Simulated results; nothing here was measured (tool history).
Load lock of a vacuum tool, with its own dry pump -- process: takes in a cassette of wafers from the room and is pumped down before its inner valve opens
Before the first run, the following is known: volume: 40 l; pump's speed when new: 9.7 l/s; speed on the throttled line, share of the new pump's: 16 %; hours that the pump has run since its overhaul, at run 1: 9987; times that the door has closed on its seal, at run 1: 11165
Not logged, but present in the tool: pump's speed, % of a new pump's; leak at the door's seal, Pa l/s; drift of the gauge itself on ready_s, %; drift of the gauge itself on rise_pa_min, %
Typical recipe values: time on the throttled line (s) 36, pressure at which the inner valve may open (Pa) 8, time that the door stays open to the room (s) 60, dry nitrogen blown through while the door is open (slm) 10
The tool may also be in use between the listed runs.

run,hour,time on the throttled line (s),pressure at which the inner valve may open (Pa),time that the door stays open to the room (s),dry nitrogen blown through while the door is open (slm),hours that the pump has run since its overhaul,times that the door has closed on its seal,"incoming humidity of the room's air, %",time from the closed door until the inner valve may open (s),rise of the pressure with all valves shut (Pa/min)
1,0.0,36,8,60,10,9987,11165,42.1,81.1,0.072
2,74.5,36,8,60,6,10061,11316,48.1,80.3,0.088
3,225.4,29,8,60,6,10212,11623,45.6,74.0,0.076
# hour 277.1: dry pump taken out, an overhauled one fitted
4,368.1,29,8,60,6,91,11900,42.3,63.5,0.079
5,478.4,29,8,60,6,201,12124,46.5,63.6,0.084
6,565.7,22,8,60,10,289,12301,44.0,57.7,0.074
7,664.7,25,10,42,4,388,12502,47.1,58.6,0.072
8,798.2,28,8,29,28,521,12773,40.7,62.9,0.038
9,923.5,28,8,29,28,646,13027,44.7,62.9,0.038

Run 10 comes next. What will it give?
10,1068.5,58,14,41,10,791,13321,45.1,?,?

Run 10 yielded time from the closed door until the inner valve may open (s) 85.3, rise of the pressure with all valves shut (Pa/min) 0.055.
With the hidden condition absent and the run-to-run variation left alone, this run would have shown time from the closed door until the inner valve may open (s) 85.0, rise of the pressure with all valves shut (Pa/min) 0.044.
